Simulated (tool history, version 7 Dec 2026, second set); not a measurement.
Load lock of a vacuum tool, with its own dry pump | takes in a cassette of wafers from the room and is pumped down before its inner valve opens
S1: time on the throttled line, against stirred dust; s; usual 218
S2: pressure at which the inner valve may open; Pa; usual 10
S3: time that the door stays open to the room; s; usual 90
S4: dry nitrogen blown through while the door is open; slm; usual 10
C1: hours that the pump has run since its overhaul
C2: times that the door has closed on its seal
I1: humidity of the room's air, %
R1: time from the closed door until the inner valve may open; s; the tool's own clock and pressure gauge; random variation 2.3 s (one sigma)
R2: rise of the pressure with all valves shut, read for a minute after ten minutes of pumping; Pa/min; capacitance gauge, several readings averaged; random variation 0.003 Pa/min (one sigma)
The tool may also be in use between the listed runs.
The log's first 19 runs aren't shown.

{"run": 20, "hour": 9143.1, "S1": 218, "S2": 11, "S3": 90, "S4": 10, "C1": 9143, "C2": 32795, "I1": 42.2, "R1": 416.8, "R2": 0.244}
{"run": 21, "hour": 9532.8, "S1": 310, "S2": 12, "S3": 101, "S4": 38, "C1": 9533, "C2": 33659, "I1": 44.6, "R1": 474, "R2": 0.241}
{"hour": 9863.7, "done": "dry pump taken out, an overhauled one fitted"}
{"run": 22, "hour": 10015.3, "S1": 218, "S2": 10, "S3": 84, "S4": 10, "C1": 152, "C2": 34717, "I1": 44.3, "R1": 376.5, "R2": 0.276}
{"run": 23, "hour": 10353.6, "S1": 258, "S2": 10, "S3": 55, "S4": 10, "C1": 490, "C2": 35467, "I1": 43.5, "R1": 405.5, "R2": 0.264}
{"run": 24, "hour": 10672.3, "S1": 258, "S2": 10, "S3": 55, "S4": 10, "C1": 809, "C2": 36174, "I1": 44.7, "R1": 408.1, "R2": 0.271}
{"run": 25, "hour": 11204.6, "S1": 258, "S2": 10, "S3": 55, "S4": 10, "C1": 1341, "C2": 37355, "I1": 50.7, "R1": 409.8, "R2": 0.289}
{"run": 26, "hour": 11630.2, "S1": 258, "S2": 10, "S3": 55, "S4": 10, "C1": 1766, "C2": 38299, "I1": 44.3, "R1": 415.3, "R2": 0.3}
{"run": 27, "hour": 12108.8, "S1": 218, "S2": 14, "S3": 90, "S4": 10, "C1": 2245, "C2": 39360, "I1": 47.6, "R1": 372.8, "R2": 0.325}
{"run": 28, "hour": 12475.0, "S1": 253, "S2": 10, "S3": 200, "S4": 31, "C1": 2611, "C2": 40173, "I1": 43.9, "R1": 411.4, "R2": 0.321}
{"run": 29, "hour": 12857.0, "S1": 326, "S2": 11, "S3": 50, "S4": 10, "C1": 2993, "C2": 41020, "I1": 47.5, "R1": 468.1, "R2": 0.338}
{"run": 30, "hour": 13402.8, "S1": 326, "S2": 11, "S3": 50, "S4": 10, "C1": 3539, "C2": 42231, "I1": 46.2, "R1": 466, "R2": 0.348}
{"run": 31, "hour": 13917.3, "S1": 218, "S2": 11, "S3": 90, "S4": 10, "C1": 4054, "C2": 43372, "I1": 43.8, "R1": 389.1, "R2": 0.377}
{"run": 32, "hour": 14212.8, "S1": 166, "S2": 8, "S3": 90, "S4": 10, "C1": 4349, "C2": 44028, "I1": 45.7, "R1": 358.8, "R2": 0.378}
{"run": 33, "hour": 14623.8, "S1": 166, "S2": 8, "S3": 90, "S4": 10, "C1": 4760, "C2": 44940, "I1": 47.4, "R1": 364.6, "R2": 0.398}
{"run": 34, "hour": 14921.3, "S1": 166, "S2": 8, "S3": 90, "S4": 10, "C1": 5058, "C2": 45599, "I1": 44.6, "R1": 363.6, "R2": 0.395}
{"run": 35, "hour": 15388.6, "S1": 218, "S2": 10, "S3": 169, "S4": 10, "C1": 5525, "C2": 46636, "I1": 45.9, "R1": 400.4, "R2": 0.417}
{"run": 36, "hour": 15669.0, "S1": 218, "S2": 10, "S3": 169, "S4": 19, "C1": 5805, "C2": 47258, "I1": 44.9, "R1": 400.6, "R2": 0.43}
{"run": 37, "hour": 16299.0, "S1": 218, "S2": 10, "S3": 169, "S4": 19, "C1": 6435, "C2": 48656, "I1": 42.2, "R1": 403.5, "R2": 0.439}
{"run": 38, "hour": 16708.6, "S1": 223, "S2": 13, "S3": 119, "S4": 19, "C1": 6845, "C2": 49564, "I1": 42.9, "R1": 402.1, "R2": 0.439}

Forecast each of these 3 alternatives for the next run:
{"run": "A", "hour": 17202.8, "S1": 331, "S2": 10, "S3": 186, "S4": 21, "C1": 7339, "C2": 50661, "I1": 45.3, "R1": "?", "R2": "?"}
{"run": "B", "hour": 17202.8, "S1": 223, "S2": 12, "S3": 119, "S4": 19, "C1": 7339, "C2": 50661, "I1": 45.5, "R1": "?", "R2": "?"}
{"run": "C", "hour": 17202.8, "S1": 289, "S2": 13, "S3": 203, "S4": 19, "C1": 7339, "C2": 50661, "I1": 42.9, "R1": "?", "R2": "?"}

run=A R1=489.9 R2=0.469
run=B R1=407.7 R2=0.482
run=C R1=454.9 R2=0.468
Without the tool's hidden state the same runs would have given:
run=A R1=458.6 R2=0.023
run=B R1=371.2 R2=0.024
run=C R1=422.5 R2=0.022
